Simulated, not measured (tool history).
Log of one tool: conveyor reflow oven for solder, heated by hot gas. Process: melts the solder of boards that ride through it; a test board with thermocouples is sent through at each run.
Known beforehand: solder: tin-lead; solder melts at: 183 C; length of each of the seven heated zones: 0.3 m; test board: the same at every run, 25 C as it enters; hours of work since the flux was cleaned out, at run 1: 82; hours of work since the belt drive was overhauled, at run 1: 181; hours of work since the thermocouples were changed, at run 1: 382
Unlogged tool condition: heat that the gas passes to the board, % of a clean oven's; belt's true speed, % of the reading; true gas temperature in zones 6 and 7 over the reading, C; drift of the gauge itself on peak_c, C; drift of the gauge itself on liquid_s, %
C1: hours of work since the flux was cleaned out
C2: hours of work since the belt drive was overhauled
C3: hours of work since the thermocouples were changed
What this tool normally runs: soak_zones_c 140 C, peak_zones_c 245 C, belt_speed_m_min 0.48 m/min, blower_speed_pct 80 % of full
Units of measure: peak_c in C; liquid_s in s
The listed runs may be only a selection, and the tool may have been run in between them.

run 1 day=0 | soak_zones_c=140 peak_zones_c=245 belt_speed_m_min=0.48 blower_speed_pct=80 | C1=82 C2=181 C3=382 | peak_c=231.2 liquid_s=66.5
run 2 day=0.479 | soak_zones_c=140 peak_zones_c=245 belt_speed_m_min=0.48 blower_speed_pct=80 | C1=89 C2=187 C3=389 | peak_c=230.7 liquid_s=66.4
run 3 day=1.029 | soak_zones_c=140 peak_zones_c=245 belt_speed_m_min=0.435 blower_speed_pct=80 | C1=96 C2=195 C3=397 | peak_c=233.5 liquid_s=74.4
run 4 day=1.696 | soak_zones_c=140 peak_zones_c=245 belt_speed_m_min=0.435 blower_speed_pct=80 | C1=106 C2=205 C3=406 | peak_c=233.6 liquid_s=74.6
run 5 day=2.65 | soak_zones_c=140 peak_zones_c=245 belt_speed_m_min=0.435 blower_speed_pct=80 | C1=119 C2=218 C3=420 | peak_c=234.1 liquid_s=74.5
run 6 day=3.692 | soak_zones_c=138 peak_zones_c=245 belt_speed_m_min=0.48 blower_speed_pct=80 | C1=134 C2=233 C3=434 | peak_c=230.1 liquid_s=65.2
run 7 day=4.138 | soak_zones_c=141 peak_zones_c=245 belt_speed_m_min=0.48 blower_speed_pct=80 | C1=140 C2=239 C3=441 | peak_c=230.8 liquid_s=66.3
run 8 day=4.975 | soak_zones_c=141 peak_zones_c=245 belt_speed_m_min=0.48 blower_speed_pct=80 | C1=152 C2=251 C3=453 | peak_c=230.9 liquid_s=66.5
run 9 day=5.662 | soak_zones_c=140 peak_zones_c=245 belt_speed_m_min=0.48 blower_speed_pct=80 | C1=162 C2=261 C3=462 | peak_c=230.6 liquid_s=66.3
run 10 day=6.508 | soak_zones_c=140 peak_zones_c=245 belt_speed_m_min=0.48 blower_speed_pct=90 | C1=174 C2=273 C3=474 | peak_c=232.4 liquid_s=67.5
run 11 day=6.988 | soak_zones_c=140 peak_zones_c=245 belt_speed_m_min=0.48 blower_speed_pct=90 | C1=181 C2=280 C3=481 | peak_c=233.4 liquid_s=67.2
-- day=8.075 flux residue cleaned out of gas plates and filters
run 12 day=8.112 | soak_zones_c=140 peak_zones_c=245 belt_speed_m_min=0.48 blower_speed_pct=80 | C1=1 C2=293 C3=494 | peak_c=231.6 liquid_s=66.7
run 13 day=8.838 | soak_zones_c=140 peak_zones_c=245 belt_speed_m_min=0.48 blower_speed_pct=80 | C1=11 C2=303 C3=505 | peak_c=232.2 liquid_s=66.3
run 14 day=9.504 | soak_zones_c=155 peak_zones_c=245 belt_speed_m_min=0.52 blower_speed_pct=59 | C1=20 C2=313 C3=514 | peak_c=225.4 liquid_s=63.5
run 15 day=10.342 | soak_zones_c=155 peak_zones_c=245 belt_speed_m_min=0.52 blower_speed_pct=59 | C1=32 C2=325 C3=526 | peak_c=225.6 liquid_s=64.1
run 16 day=11.4 | soak_zones_c=153 peak_zones_c=245 belt_speed_m_min=0.52 blower_speed_pct=67 | C1=47 C2=340 C3=541 | peak_c=228 liquid_s=64.1
run 17 day=12.288 | soak_zones_c=129 peak_zones_c=255 belt_speed_m_min=0.383 blower_speed_pct=60 | C1=60 C2=352 C3=554 | peak_c=241.5 liquid_s=86.3
run 18 day=13.121 | soak_zones_c=152 peak_zones_c=251 belt_speed_m_min=0.48 blower_speed_pct=80 | C1=72 C2=364 C3=565 | peak_c=238.5 liquid_s=74.4
run 19 day=13.588 | soak_zones_c=152 peak_zones_c=251 belt_speed_m_min=0.48 blower_speed_pct=80 | C1=78 C2=371 C3=572 | peak_c=239.2 liquid_s=73.4
run 20 day=14.1 | soak_zones_c=152 peak_zones_c=251 belt_speed_m_min=0.48 blower_speed_pct=89 | C1=86 C2=378 C3=579 | peak_c=240.2 liquid_s=75.4
run 21 day=14.575 | soak_zones_c=140 peak_zones_c=245 belt_speed_m_min=0.48 blower_speed_pct=78 | C1=92 C2=385 C3=586 | peak_c=230.9 liquid_s=66.3
run 22 day=15.346 | soak_zones_c=139 peak_zones_c=254 belt_speed_m_min=0.484 blower_speed_pct=78 | C1=103 C2=396 C3=597 | peak_c=238.8 liquid_s=69.8
run 23 day=15.825 | soak_zones_c=140 peak_zones_c=254 belt_speed_m_min=0.484 blower_speed_pct=78 | C1=110 C2=403 C3=604 | peak_c=239.1 liquid_s=69.8
run 24 day=16.275 | soak_zones_c=126 peak_zones_c=255 belt_speed_m_min=0.488 blower_speed_pct=80 | C1=117 C2=409 C3=610 | peak_c=238.2 liquid_s=64.4
run 25 day=16.9 | soak_zones_c=142 peak_zones_c=252 belt_speed_m_min=0.55 blower_speed_pct=88 | C1=125 C2=418 C3=619 | peak_c=234.9 liquid_s=60.4
run 26 day=17.912 | soak_zones_c=142 peak_zones_c=254 belt_speed_m_min=0.498 blower_speed_pct=52 | C1=140 C2=432 C3=634 | peak_c=229.4 liquid_s=63.3

Below, some changes in peak_c between adjacent runs. For each, the amount present without the hidden state too (settings, incoming material, random variation) and the amount remaining for the hidden state with gauge scatter not shared by both compared results:
Run 11 -> 12: blower_speed_pct 90 -> 80, flux residue cleaned out of gas plates and filters. peak_c -1.8 C: hidden state +1.4, all else -3.2.
Run 16 -> 17: soak_zones_c 153 -> 129, peak_zones_c 245 -> 255, belt_speed_m_min 0.52 -> 0.383, blower_speed_pct 67 -> 60. peak_c +13.5 C: hidden state +0.2, all else +13.3.
Run 20 -> 21: soak_zones_c 152 -> 140, peak_zones_c 251 -> 245, blower_speed_pct 89 -> 78. peak_c -9.3 C: hidden state -0.1, all else -9.2.
Run 25 -> 26: peak_zones_c 252 -> 254, belt_speed_m_min 0.55 -> 0.498, blower_speed_pct 88 -> 52. peak_c -5.5 C: hidden state +0.4, all else -5.9.

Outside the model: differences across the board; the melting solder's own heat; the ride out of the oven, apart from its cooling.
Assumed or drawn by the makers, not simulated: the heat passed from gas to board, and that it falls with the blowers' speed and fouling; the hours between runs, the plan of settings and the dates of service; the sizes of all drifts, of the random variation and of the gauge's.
